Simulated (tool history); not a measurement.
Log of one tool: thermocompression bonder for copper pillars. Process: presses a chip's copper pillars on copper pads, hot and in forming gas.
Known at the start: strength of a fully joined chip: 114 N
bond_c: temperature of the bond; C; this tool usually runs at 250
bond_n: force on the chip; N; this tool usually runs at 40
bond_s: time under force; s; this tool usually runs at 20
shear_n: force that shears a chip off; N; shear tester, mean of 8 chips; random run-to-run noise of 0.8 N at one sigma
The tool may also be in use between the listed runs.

run,hour,bond_c,bond_n,bond_s,shear_n
1,0,250,40,20,76.8
2,5.8,250,40,34,87.6
3,12.4,250,40,34,88.1
4,17.9,250,40,20,77.7
5,24,250,40,20,76.4
6,33.6,250,43,20,78.8
7,40.9,250,43,20,79.3
8,47.9,250,43,20,78.8
9,53.4,250,43,20,80.9
10,63,250,43,20,79.5
11,67.7,250,43,20,80.1
12,74,250,43,20,79.9
13,81.5,255,30,20,67.1
14,89.4,255,30,20,68.1
15,96.7,250,25,20,56.1
# hour 98.9: force cell calibrated
16,103.8,254,29,10,50.5
17,113.2,255,45,31,90.4
# hour 119.7: force cell calibrated, once more
18,123.1,255,45,31,91.1
19,130.6,250,36,25,75.9
20,135.8,251,30,13,55.2
21,142.9,260,33,20,73.6
22,149.6,256,52,22,89.2
23,156.1,277,27,12,64.1
24,165.1,277,27,12,65.2

3 ways to go on from here, each from the tool as it stands after run 24. What would each give?
A,173.7,279,33,35,?
B,173.7,274,56,10,?
C,173.7,250,27,20,?

run,shear_n
A,93.6
B,87.7
C,60.1
Take away the tool's hidden state, keep each run's random variation, and the runs would have read:
run,shear_n
A,100
B,94.1
C,66

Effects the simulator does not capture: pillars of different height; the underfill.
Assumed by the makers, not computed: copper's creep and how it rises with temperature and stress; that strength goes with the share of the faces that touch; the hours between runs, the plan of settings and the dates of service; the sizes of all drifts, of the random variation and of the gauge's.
